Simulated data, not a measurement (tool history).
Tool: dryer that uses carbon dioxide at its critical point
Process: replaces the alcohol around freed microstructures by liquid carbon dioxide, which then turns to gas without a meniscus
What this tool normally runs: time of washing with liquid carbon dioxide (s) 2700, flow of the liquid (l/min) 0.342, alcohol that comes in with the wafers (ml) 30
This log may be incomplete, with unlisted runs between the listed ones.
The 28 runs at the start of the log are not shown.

| run | hour | time of washing with liquid carbon dioxide (s) | flow of the liquid (l/min) | alcohol that comes in with the wafers (ml) | hours of work since the filter was changed | hours of work since the purifier's bed was changed | alcohol left in the vessel before it's heated (ppm by volume) |
|---|---|---|---|---|---|---|---|
| 29 | 371.7 | 1740 | 0.271 | 35 | 92 | 655 | 723 |
| 30 | 387.5 | 2700 | 0.545 | 29 | 104 | 667 | 68 |
| 31 | 402 | 2700 | 0.244 | 54 | 115 | 678 | 364 |
| 32 | 410.6 | 1680 | 0.207 | 27 | 121 | 684 | 1254 |
| 33 | 423 | 2640 | 0.39 | 32 | 130 | 693 | 90 |
| 34 | 436.7 | 2640 | 0.39 | 32 | 141 | 703 | 79 |
| 35 | 449.7 | 2640 | 0.39 | 32 | 150 | 713 | 83 |
| 36 | 457.7 | 2640 | 0.39 | 32 | 156 | 719 | 87 |
| 37 | 468.8 | 2640 | 0.39 | 32 | 164 | 727 | 93 |
| 38 | 487.1 | 2640 | 0.39 | 32 | 178 | 741 | 96 |
| 39 | 504.3 | 2640 | 0.39 | 32 | 191 | 753 | 103 |
| 40 | 519 | 2640 | 0.39 | 58 | 201 | 764 | 102 |

Alternative continuations, all from the tool just after run 40; predict every row:
| A | 535.7 | 4020 | 0.39 | 69 | 214 | 777 | ? |
| B | 535.7 | 2400 | 0.414 | 105 | 214 | 777 | ? |
| C | 535.7 | 1860 | 0.39 | 63 | 214 | 777 | ? |
| D | 535.7 | 2700 | 0.294 | 30 | 214 | 777 | ? |
| E | 535.7 | 1740 | 0.547 | 37 | 214 | 777 | ? |

| run | alcohol left in the vessel before it's heated (ppm by volume) |
|---|---|
| A | 74 |
| B | 173 |
| C | 394 |
| D | 163 |
| E | 125 |
With no hidden state in the tool, these same runs would have given:
| run | alcohol left in the vessel before it's heated (ppm by volume) |
|---|---|
| A | 6 |
| B | 47 |
| C | 170 |
| D | 47 |
| E | 27 |
